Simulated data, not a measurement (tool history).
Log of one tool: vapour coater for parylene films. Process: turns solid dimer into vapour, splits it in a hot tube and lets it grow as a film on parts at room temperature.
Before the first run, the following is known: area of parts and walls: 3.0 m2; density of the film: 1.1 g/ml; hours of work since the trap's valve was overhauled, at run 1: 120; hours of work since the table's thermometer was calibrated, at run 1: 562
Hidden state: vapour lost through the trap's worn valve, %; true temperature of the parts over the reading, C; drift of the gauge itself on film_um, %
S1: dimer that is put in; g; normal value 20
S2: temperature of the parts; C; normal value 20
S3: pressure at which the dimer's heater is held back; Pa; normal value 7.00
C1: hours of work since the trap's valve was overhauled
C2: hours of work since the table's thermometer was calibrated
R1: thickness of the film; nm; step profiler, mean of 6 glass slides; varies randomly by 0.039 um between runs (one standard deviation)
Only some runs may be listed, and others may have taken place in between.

| run | day | S1 | S2 | S3 | C1 | C2 | R1 |
|---|---|---|---|---|---|---|---|
| 1 | 0.000 | 20 | 20 | 7.00 | 120 | 562 | 4080 |
| 2 | 0.471 | 20 | 20 | 9.62 | 126 | 568 | 3930 |
| 3 | 1.450 | 20 | 20 | 9.62 | 138 | 580 | 3950 |
| 4 | 2.271 | 13 | 20 | 7.00 | 148 | 590 | 2600 |
| 5 | 3.246 | 10 | 20 | 7.00 | 160 | 603 | 1990 |
| 6 | 3.975 | 10 | 20 | 7.00 | 169 | 612 | 1980 |
| 7 | 4.933 | 10 | 20 | 7.00 | 181 | 624 | 2030 |
| 8 | 5.846 | 10 | 20 | 7.00 | 193 | 635 | 2040 |
| 9 | 6.675 | 10 | 20 | 7.00 | 203 | 646 | 1980 |
| 10 | 7.308 | 10 | 20 | 7.00 | 211 | 654 | 1980 |
| 11 | 8.025 | 10 | 20 | 7.00 | 220 | 663 | 1980 |
| 12 | 8.979 | 9 | 27 | 7.00 | 232 | 675 | 1360 |
| 13 | 9.712 | 20 | 20 | 2.63 | 241 | 684 | 4430 |

What if the next run were any one of these 3? Each begins from the tool's condition after run 13:
| A | 10.312 | 15 | 28 | 2.63 | 249 | 691 | ? |
| B | 10.312 | 24 | 20 | 7.00 | 249 | 691 | ? |
| C | 10.312 | 15 | 13 | 3.67 | 249 | 691 | ? |

| run | R1 |
|---|---|
| A | 2370 |
| B | 4630 |
| C | 4220 |
What these runs would have given with no unlogged condition in the tool:
| run | R1 |
|---|---|
| A | 2560 |
| B | 5000 |
| C | 4510 |

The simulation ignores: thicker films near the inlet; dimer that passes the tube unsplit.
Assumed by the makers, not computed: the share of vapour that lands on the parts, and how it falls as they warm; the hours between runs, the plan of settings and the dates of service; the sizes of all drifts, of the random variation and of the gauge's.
